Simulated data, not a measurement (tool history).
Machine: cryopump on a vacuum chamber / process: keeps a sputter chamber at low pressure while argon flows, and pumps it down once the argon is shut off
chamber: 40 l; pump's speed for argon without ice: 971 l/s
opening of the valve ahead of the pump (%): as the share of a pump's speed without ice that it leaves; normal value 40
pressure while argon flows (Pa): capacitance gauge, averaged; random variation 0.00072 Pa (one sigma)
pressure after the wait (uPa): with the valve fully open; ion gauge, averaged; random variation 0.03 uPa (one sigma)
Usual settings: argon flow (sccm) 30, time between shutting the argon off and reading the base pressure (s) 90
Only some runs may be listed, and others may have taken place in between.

| run | hour | argon flow (sccm) | time between shutting the argon off and reading the base pressure (s) | opening of the valve ahead of the pump (%) | pressure while argon flows (Pa) | pressure after the wait (uPa) |
|---|---|---|---|---|---|---|
| 1 | 0 | 30 | 90 | 40 | 0.1372 | 2.8 |
| 2 | 18.8 | 30 | 90 | 40 | 0.1359 | 2.77 |
| 3 | 45.3 | 30 | 44 | 40 | 0.1358 | 4.11 |
| 4 | 74.1 | 30 | 20 | 40 | 0.1357 | 7.06 |
| 5 | 102.3 | 30 | 90 | 40 | 0.1374 | 2.86 |
| 6 | 132.5 | 40 | 99 | 43 | 0.171 | 2.79 |
| 7 | 159.9 | 30 | 96 | 18 | 0.2964 | 2.8 |
| 8 | 174 | 30 | 96 | 57 | 0.0998 | 2.82 |
| 9 | 197.1 | 30 | 96 | 57 | 0.1001 | 2.84 |
| 10 | 216.2 | 17 | 90 | 35 | 0.0889 | 2.96 |

Alternative continuations, all from the tool just after run 10; predict every row:
| A | 244.1 | 22 | 178 | 19 | ? | ? |
| B | 244.1 | 32 | 90 | 22 | ? | ? |
| C | 244.1 | 34 | 61 | 20 | ? | ? |
| D | 244.1 | 30 | 90 | 15 | ? | ? |
| E | 244.1 | 17 | 76 | 21 | ? | ? |

| run | pressure while argon flows (Pa) | pressure after the wait (uPa) |
|---|---|---|
| A | 0.2082 | 2.34 |
| B | 0.262 | 3.02 |
| C | 0.3063 | 3.61 |
| D | 0.3579 | 2.92 |
| E | 0.1468 | 3.15 |
What these runs would have given with no unlogged condition in the tool:
| run | pressure while argon flows (Pa) | pressure after the wait (uPa) |
|---|---|---|
| A | 0.2016 | 0.91 |
| B | 0.2524 | 1.57 |
| C | 0.2962 | 2.17 |
| D | 0.349 | 1.51 |
| E | 0.1417 | 1.76 |
